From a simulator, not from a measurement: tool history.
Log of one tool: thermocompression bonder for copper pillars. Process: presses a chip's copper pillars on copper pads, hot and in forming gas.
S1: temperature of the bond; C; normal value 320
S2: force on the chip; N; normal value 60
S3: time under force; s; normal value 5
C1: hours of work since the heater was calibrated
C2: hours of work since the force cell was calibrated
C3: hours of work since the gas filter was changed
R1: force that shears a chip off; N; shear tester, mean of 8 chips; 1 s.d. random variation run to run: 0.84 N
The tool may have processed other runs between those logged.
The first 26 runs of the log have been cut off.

{"run": 27, "day": 37.062, "S1": 320, "S2": 67, "S3": 12, "C1": 24, "C2": 223, "C3": 105, "R1": 94.9}
{"run": 28, "day": 38.208, "S1": 320, "S2": 67, "S3": 12, "C1": 43, "C2": 242, "C3": 123, "R1": 98.1}
{"run": 29, "day": 39.083, "S1": 320, "S2": 67, "S3": 12, "C1": 57, "C2": 256, "C3": 138, "R1": 94.3}
{"run": 30, "day": 41.021, "S1": 320, "S2": 67, "S3": 12, "C1": 89, "C2": 288, "C3": 169, "R1": 93.3}
{"run": 31, "day": 42.821, "S1": 328, "S2": 43, "S3": 5, "C1": 118, "C2": 317, "C3": 199, "R1": 55.4}
{"run": 32, "day": 43.625, "S1": 323, "S2": 77, "S3": 5, "C1": 131, "C2": 330, "C3": 212, "R1": 80.0}
{"day": 43.938, "done": "forming gas filter changed"}
{"run": 33, "day": 44.567, "S1": 320, "S2": 60, "S3": 11, "C1": 146, "C2": 345, "C3": 10, "R1": 86.9}
{"run": 34, "day": 45.658, "S1": 320, "S2": 53, "S3": 11, "C1": 164, "C2": 363, "C3": 28, "R1": 80.1}
{"run": 35, "day": 46.829, "S1": 320, "S2": 53, "S3": 11, "C1": 184, "C2": 382, "C3": 47, "R1": 79.9}
{"run": 36, "day": 48.396, "S1": 320, "S2": 37, "S3": 4, "C1": 209, "C2": 408, "C3": 73, "R1": 41.5}
{"run": 37, "day": 49.496, "S1": 320, "S2": 37, "S3": 4, "C1": 227, "C2": 426, "C3": 91, "R1": 40.9}
{"run": 38, "day": 50.558, "S1": 329, "S2": 43, "S3": 12, "C1": 245, "C2": 443, "C3": 108, "R1": 74.5}
{"run": 39, "day": 51.467, "S1": 320, "S2": 60, "S3": 13, "C1": 259, "C2": 458, "C3": 123, "R1": 91.1}

Branching from run 39: 3 alternative next runs. What would each branch give?
{"run": "A", "day": 52.454, "S1": 335, "S2": 60, "S3": 13, "C1": 276, "C2": 474, "C3": 139, "R1": "?"}
{"run": "B", "day": 52.454, "S1": 320, "S2": 60, "S3": 13, "C1": 276, "C2": 474, "C3": 139, "R1": "?"}
{"run": "C", "day": 52.454, "S1": 320, "S2": 50, "S3": 5, "C1": 276, "C2": 474, "C3": 139, "R1": "?"}

run=A R1=99.8
run=B R1=89.6
run=C R1=56.5
Stripped of hidden state, with their random variation kept, the same runs would have yielded:
run=A R1=100.4
run=B R1=90.2
run=C R1=56.9
